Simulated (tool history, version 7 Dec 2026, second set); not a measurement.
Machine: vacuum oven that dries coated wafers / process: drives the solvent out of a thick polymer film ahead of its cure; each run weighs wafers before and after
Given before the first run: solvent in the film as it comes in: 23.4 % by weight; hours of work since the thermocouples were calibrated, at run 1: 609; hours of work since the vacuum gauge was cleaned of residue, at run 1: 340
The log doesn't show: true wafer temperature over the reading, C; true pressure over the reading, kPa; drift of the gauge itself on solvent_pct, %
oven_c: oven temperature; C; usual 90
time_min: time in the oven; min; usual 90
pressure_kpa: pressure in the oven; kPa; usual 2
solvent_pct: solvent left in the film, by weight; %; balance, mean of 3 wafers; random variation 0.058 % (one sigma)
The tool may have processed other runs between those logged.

run   hour  oven_c  time_min  pressure_kpa  hours of work since the thermocouples were calibrated  hours of work since the vacuum gauge was cleaned of residue  solvent_pct
  1      0      90        90             2                                                    609                                                          340         2.62
  2   16.3      90        90             2                                                    615                                                          347         2.72
  3   25.8      90        90             2                                                    619                                                          351         2.68
  4   36.1      90        90             2                                                    624                                                          355         2.57
  5   57.3      90        90             2                                                    633                                                          364          2.7
  6   68.3      90        90          5.82                                                    637                                                          368         5.44
  7   84.3      90        90          5.82                                                    644                                                          375         5.42
  8  105.3      90        90          5.82                                                    653                                                          384         5.29
  9  120.1     104        90          2.23                                                    659                                                          390         1.18
 10  137.9      96       116          2.68                                                    666                                                          398         1.81
 11  147.7      96       116          2.68                                                    670                                                          402         1.82
 12    167      96       116          2.68                                                    678                                                          410          1.8
 13    183      90       103          4.31                                                    685                                                          416         4.05
 14  200.4      90       103          4.31                                                    692                                                          424         3.96

Forecast each of these 5 alternatives for the next run:
  A  213.1      81       132             2                                                    698                                                          429            ?
  B  213.1     104        49          3.16                                                    698                                                          429            ?
  C  213.1      90       103          5.14                                                    698                                                          429            ?
  D  213.1      78       109           1.1                                                    698                                                          429            ?
  E  213.1      90        50          2.33                                                    698                                                          429            ?

run  solvent_pct
  A         3.74
  B         2.28
  C         4.55
  D         4.71
  E         5.63
Without the tool's hidden state the same runs would have given:
run  solvent_pct
  A         4.05
  B          2.5
  C         4.85
  D         5.15
  E         6.15
